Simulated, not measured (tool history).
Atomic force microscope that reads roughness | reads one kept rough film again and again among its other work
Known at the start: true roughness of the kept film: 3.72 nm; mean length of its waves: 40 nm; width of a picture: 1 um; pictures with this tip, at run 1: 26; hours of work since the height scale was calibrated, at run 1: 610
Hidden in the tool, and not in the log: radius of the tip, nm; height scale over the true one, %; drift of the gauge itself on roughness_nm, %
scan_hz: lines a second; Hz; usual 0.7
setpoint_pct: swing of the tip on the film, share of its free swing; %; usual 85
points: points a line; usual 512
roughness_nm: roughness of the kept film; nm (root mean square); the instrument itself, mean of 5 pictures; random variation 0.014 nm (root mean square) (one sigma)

| run | hour | scan_hz | setpoint_pct | points | pictures with this tip | hours of work since the height scale was calibrated | roughness_nm |
|---|---|---|---|---|---|---|---|
| 1 | 0 | 0.7 | 85 | 512 | 26 | 610 | 3.262 |
| 2 | 19.4 | 0.7 | 85 | 512 | 63 | 621 | 3.253 |
| 3 | 44.1 | 0.7 | 83 | 512 | 109 | 634 | 3.256 |
| 4 | 87.4 | 0.7 | 83 | 512 | 190 | 658 | 3.279 |
|  | 91.5 | new tip fitted |
| 5 | 110.4 | 0.7 | 85 | 512 | 35 | 670 | 3.242 |
| 6 | 142.7 | 0.7 | 85 | 507 | 96 | 687 | 3.26 |
| 7 | 172.1 | 0.7 | 75 | 369 | 151 | 703 | 3.357 |
|  | 197.4 | new tip fitted |
| 8 | 207.3 | 0.7 | 75 | 369 | 19 | 722 | 3.328 |
| 9 | 242.4 | 0.7 | 69 | 452 | 85 | 741 | 3.398 |
| 10 | 276 | 0.638 | 85 | 662 | 148 | 760 | 3.255 |
|  | 301.6 | new tip fitted |
| 11 | 315.5 | 0.859 | 82 | 473 | 26 | 781 | 3.22 |
| 12 | 342 | 0.859 | 82 | 473 | 75 | 795 | 3.249 |

Forecast each of these 5 alternatives for the next run:
| A | 385.8 | 3.575 | 56 | 731 | 157 | 819 | ? |
| B | 385.8 | 0.859 | 88 | 262 | 157 | 819 | ? |
| C | 385.8 | 0.629 | 57 | 406 | 157 | 819 | ? |
| D | 385.8 | 1.736 | 57 | 378 | 157 | 819 | ? |
| E | 385.8 | 3.979 | 61 | 475 | 157 | 819 | ? |

| run | roughness_nm |
|---|---|
| A | 3.255 |
| B | 3.087 |
| C | 3.505 |
| D | 3.353 |
| E | 3.092 |
Without the tool's hidden state the same runs would have given:
| run | roughness_nm |
|---|---|
| A | 3.265 |
| B | 3.096 |
| C | 3.516 |
| D | 3.363 |
| E | 3.101 |
